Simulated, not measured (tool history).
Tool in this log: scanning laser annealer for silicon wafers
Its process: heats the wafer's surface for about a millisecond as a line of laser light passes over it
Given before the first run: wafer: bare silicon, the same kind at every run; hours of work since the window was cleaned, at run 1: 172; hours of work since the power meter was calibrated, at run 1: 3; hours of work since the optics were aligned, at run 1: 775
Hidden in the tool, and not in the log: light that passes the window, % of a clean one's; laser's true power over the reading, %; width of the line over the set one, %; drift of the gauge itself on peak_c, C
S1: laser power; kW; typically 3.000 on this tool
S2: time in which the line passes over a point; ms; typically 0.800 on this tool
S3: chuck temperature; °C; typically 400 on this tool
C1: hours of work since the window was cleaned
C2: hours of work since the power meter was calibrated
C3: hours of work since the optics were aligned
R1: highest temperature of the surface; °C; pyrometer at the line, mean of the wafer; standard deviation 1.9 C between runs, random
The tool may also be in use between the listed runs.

run,day,S1,S2,S3,C1,C2,C3,R1
1,0.000,3.000,0.800,400,172,3,775,1106
2,2.579,3.000,0.800,400,200,31,803,1103
3,5.296,3.000,0.800,422,230,61,833,1124
4,7.154,3.000,0.782,422,250,82,853,1117
5,9.983,3.000,0.800,400,281,113,884,1098
6,12.004,3.000,0.800,400,303,135,906,1096
7,13.483,3.000,0.800,400,320,151,923,1097
8,15.262,3.000,0.800,400,339,171,942,1094
9,17.879,3.000,0.800,400,368,199,971,1091
10,19.712,3.000,0.800,400,388,219,991,1089
11,23.042,3.254,0.800,400,425,256,1028,1165
12,24.954,3.254,0.800,400,446,277,1049,1164
13,26.446,3.254,0.800,400,462,293,1065,1160
14,28.408,3.254,0.800,400,483,315,1087,1165
15,30.521,3.153,0.800,400,507,338,1110,1129
16,32.475,3.153,0.800,400,528,360,1131,1125
17,34.288,3.000,0.645,400,548,380,1151,1007
18,37.608,3.000,0.686,362,584,416,1188,988
# day 39.083: window over the wafer cleaned
# day 40.471: optics aligned, line set to its width
19,40.892,3.000,0.686,362,18,449,5,1027
20,44.079,3.202,0.682,400,53,484,40,1121
21,45.608,3.202,0.682,400,69,501,56,1122
22,48.158,3.128,0.800,400,97,529,84,1154
23,51.138,3.128,0.800,400,130,561,117,1153
24,52.796,3.000,0.967,400,148,580,135,1185
25,55.179,3.000,0.596,429,174,606,161,1041
26,57.333,2.949,0.783,378,198,629,185,1063
27,59.612,3.233,0.800,373,223,654,210,1155
28,63.100,3.233,0.800,373,261,693,248,1151
29,66.550,3.233,0.800,373,299,731,286,1147
30,68.088,2.932,0.568,400,316,747,303,970
31,70.654,3.275,0.606,433,344,776,331,1113
32,73.108,3.000,0.800,437,371,803,358,1131
33,75.621,3.000,0.964,400,399,830,386,1166
34,77.654,3.000,0.964,400,421,852,408,1161

Below are 3 alternative next runs, each starting from the tool's condition after run 34. Predict each:
A,79.738,3.033,0.705,399,444,875,431,?
B,79.738,3.217,0.715,428,444,875,431,?
C,79.738,3.125,0.729,400,444,875,431,?

run,R1
A,1053
B,1144
C,1094
The same runs, with their run-to-run variation unchanged, on a tool lacking any hidden condition would have given:
run,R1
A,1086
B,1178
C,1128
